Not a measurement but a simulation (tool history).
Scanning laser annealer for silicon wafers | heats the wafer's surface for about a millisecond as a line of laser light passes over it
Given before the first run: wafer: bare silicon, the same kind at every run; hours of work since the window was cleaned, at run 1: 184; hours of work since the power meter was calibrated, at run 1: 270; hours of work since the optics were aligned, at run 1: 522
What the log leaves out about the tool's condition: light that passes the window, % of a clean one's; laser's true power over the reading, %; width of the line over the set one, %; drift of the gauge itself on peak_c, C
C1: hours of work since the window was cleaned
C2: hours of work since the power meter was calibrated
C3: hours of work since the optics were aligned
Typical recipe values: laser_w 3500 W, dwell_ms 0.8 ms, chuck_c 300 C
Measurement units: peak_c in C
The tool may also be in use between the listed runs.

{"run": 1, "hour": 0.0, "laser_w": 3500, "dwell_ms": 0.8, "chuck_c": 300, "C1": 184, "C2": 270, "C3": 522, "peak_c": 1009}
{"run": 2, "hour": 23.6, "laser_w": 3428, "dwell_ms": 0.8, "chuck_c": 300, "C1": 201, "C2": 287, "C3": 539, "peak_c": 991}
{"run": 3, "hour": 59.2, "laser_w": 3428, "dwell_ms": 0.8, "chuck_c": 300, "C1": 227, "C2": 313, "C3": 565, "peak_c": 987}
{"run": 4, "hour": 85.2, "laser_w": 3428, "dwell_ms": 0.8, "chuck_c": 300, "C1": 247, "C2": 333, "C3": 584, "peak_c": 987}
{"hour": 91.4, "done": "laser's power meter calibrated"}
{"run": 5, "hour": 110.4, "laser_w": 3428, "dwell_ms": 0.864, "chuck_c": 300, "C1": 263, "C2": 14, "C3": 601, "peak_c": 1013}
{"run": 6, "hour": 125.3, "laser_w": 3500, "dwell_ms": 0.625, "chuck_c": 300, "C1": 274, "C2": 25, "C3": 612, "peak_c": 925}
{"run": 7, "hour": 141.8, "laser_w": 3500, "dwell_ms": 0.625, "chuck_c": 300, "C1": 286, "C2": 37, "C3": 624, "peak_c": 923}
{"hour": 158.1, "done": "laser's power meter calibrated, once more"}
{"run": 8, "hour": 179.2, "laser_w": 3500, "dwell_ms": 0.757, "chuck_c": 270, "C1": 311, "C2": 16, "C3": 649, "peak_c": 955}
{"run": 9, "hour": 206.2, "laser_w": 3533, "dwell_ms": 0.806, "chuck_c": 320, "C1": 331, "C2": 36, "C3": 669, "peak_c": 1032}
{"run": 10, "hour": 227.9, "laser_w": 3464, "dwell_ms": 0.806, "chuck_c": 320, "C1": 347, "C2": 51, "C3": 685, "peak_c": 1014}
{"run": 11, "hour": 258.8, "laser_w": 3464, "dwell_ms": 0.806, "chuck_c": 320, "C1": 370, "C2": 74, "C3": 708, "peak_c": 1015}
{"run": 12, "hour": 279.3, "laser_w": 3615, "dwell_ms": 0.918, "chuck_c": 322, "C1": 385, "C2": 89, "C3": 723, "peak_c": 1093}
{"run": 13, "hour": 309.9, "laser_w": 3570, "dwell_ms": 0.8, "chuck_c": 300, "C1": 408, "C2": 112, "C3": 746, "peak_c": 1018}

Forecast each of these 5 alternatives for the next run:
{"run": "A", "hour": 341.6, "laser_w": 3474, "dwell_ms": 0.639, "chuck_c": 300, "C1": 431, "C2": 135, "C3": 769, "peak_c": "?"}
{"run": "B", "hour": 341.6, "laser_w": 3023, "dwell_ms": 0.568, "chuck_c": 286, "C1": 431, "C2": 135, "C3": 769, "peak_c": "?"}
{"run": "C", "hour": 341.6, "laser_w": 3150, "dwell_ms": 0.705, "chuck_c": 285, "C1": 431, "C2": 135, "C3": 769, "peak_c": "?"}
{"run": "D", "hour": 341.6, "laser_w": 3245, "dwell_ms": 0.692, "chuck_c": 280, "C1": 431, "C2": 135, "C3": 769, "peak_c": "?"}
{"run": "E", "hour": 341.6, "laser_w": 3570, "dwell_ms": 0.8, "chuck_c": 266, "C1": 431, "C2": 135, "C3": 769, "peak_c": "?"}

run=A peak_c=922
run=B peak_c=791
run=C peak_c=869
run=D peak_c=879
run=E peak_c=980
With the hidden condition removed and each run's random variation left untouched, the same runs would have given:
run=A peak_c=946
run=B peak_c=810
run=C peak_c=892
run=D peak_c=902
run=E peak_c=1007
